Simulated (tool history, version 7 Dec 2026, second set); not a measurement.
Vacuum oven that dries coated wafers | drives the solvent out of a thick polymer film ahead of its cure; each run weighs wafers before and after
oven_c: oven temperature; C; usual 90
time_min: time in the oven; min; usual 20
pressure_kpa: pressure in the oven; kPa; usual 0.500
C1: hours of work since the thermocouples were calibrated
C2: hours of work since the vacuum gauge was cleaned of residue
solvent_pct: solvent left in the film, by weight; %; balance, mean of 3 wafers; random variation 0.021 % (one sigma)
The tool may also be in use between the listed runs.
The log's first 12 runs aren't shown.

run 13 day=28.462 | oven_c=90 time_min=20 pressure_kpa=0.500 | C1=155 C2=1102 | solvent_pct=0.89
run 14 day=31.175 | oven_c=90 time_min=20 pressure_kpa=0.500 | C1=187 C2=1134 | solvent_pct=0.93
run 15 day=33.817 | oven_c=90 time_min=20 pressure_kpa=0.500 | C1=218 C2=1165 | solvent_pct=0.93
run 16 day=36.762 | oven_c=90 time_min=20 pressure_kpa=0.500 | C1=253 C2=1200 | solvent_pct=0.91
run 17 day=39.188 | oven_c=90 time_min=20 pressure_kpa=0.500 | C1=282 C2=1229 | solvent_pct=0.93
run 18 day=41.800 | oven_c=90 time_min=20 pressure_kpa=0.500 | C1=313 C2=1260 | solvent_pct=0.91
run 19 day=44.383 | oven_c=75 time_min=34 pressure_kpa=1.262 | C1=343 C2=1290 | solvent_pct=3.68
run 20 day=47.658 | oven_c=93 time_min=20 pressure_kpa=0.500 | C1=382 C2=1329 | solvent_pct=0.53
run 21 day=49.800 | oven_c=100 time_min=13 pressure_kpa=0.667 | C1=407 C2=1354 | solvent_pct=0.48
run 22 day=53.033 | oven_c=100 time_min=13 pressure_kpa=0.667 | C1=446 C2=1393 | solvent_pct=0.51
run 23 day=56.204 | oven_c=100 time_min=13 pressure_kpa=0.667 | C1=483 C2=1430 | solvent_pct=0.48
run 24 day=58.292 | oven_c=79 time_min=36 pressure_kpa=0.618 | C1=508 C2=1455 | solvent_pct=1.68
run 25 day=61.250 | oven_c=79 time_min=14 pressure_kpa=0.618 | C1=543 C2=1490 | solvent_pct=6.06
run 26 day=63.517 | oven_c=85 time_min=23 pressure_kpa=0.618 | C1=570 C2=1517 | solvent_pct=1.60
run 27 day=65.033 | oven_c=90 time_min=14 pressure_kpa=0.500 | C1=588 C2=1535 | solvent_pct=1.95
run 28 day=67.079 | oven_c=90 time_min=14 pressure_kpa=0.584 | C1=612 C2=1559 | solvent_pct=1.99
run 29 day=69.871 | oven_c=90 time_min=14 pressure_kpa=0.584 | C1=645 C2=1592 | solvent_pct=2.00
-- day=70.408 oven's thermocouples calibrated
run 30 day=72.254 | oven_c=91 time_min=28 pressure_kpa=0.500 | C1=22 C2=1620 | solvent_pct=0.40
run 31 day=75.367 | oven_c=79 time_min=30 pressure_kpa=0.500 | C1=59 C2=1656 | solvent_pct=2.24
run 32 day=77.271 | oven_c=79 time_min=30 pressure_kpa=0.500 | C1=81 C2=1679 | solvent_pct=2.24
run 33 day=78.975 | oven_c=96 time_min=10 pressure_kpa=0.500 | C1=102 C2=1699 | solvent_pct=1.61

Forecast each of these 3 alternatives for the next run:
-- day=79.512 vacuum gauge cleaned of residue and calibrated
run A day=80.612 | oven_c=90 time_min=20 pressure_kpa=0.363 | C1=120 C2=13 | solvent_pct=?
-- day=79.512 vacuum gauge cleaned of residue and calibrated
run B day=80.612 | oven_c=88 time_min=10 pressure_kpa=1.925 | C1=120 C2=13 | solvent_pct=?
-- day=79.512 vacuum gauge cleaned of residue and calibrated
run C day=80.612 | oven_c=77 time_min=19 pressure_kpa=0.500 | C1=120 C2=13 | solvent_pct=?

run=A solvent_pct=0.86
run=B solvent_pct=4.83
run=C solvent_pct=5.20
Without the tool's hidden state the same runs would have given:
run=A solvent_pct=0.87
run=B solvent_pct=4.83
run=C solvent_pct=5.20
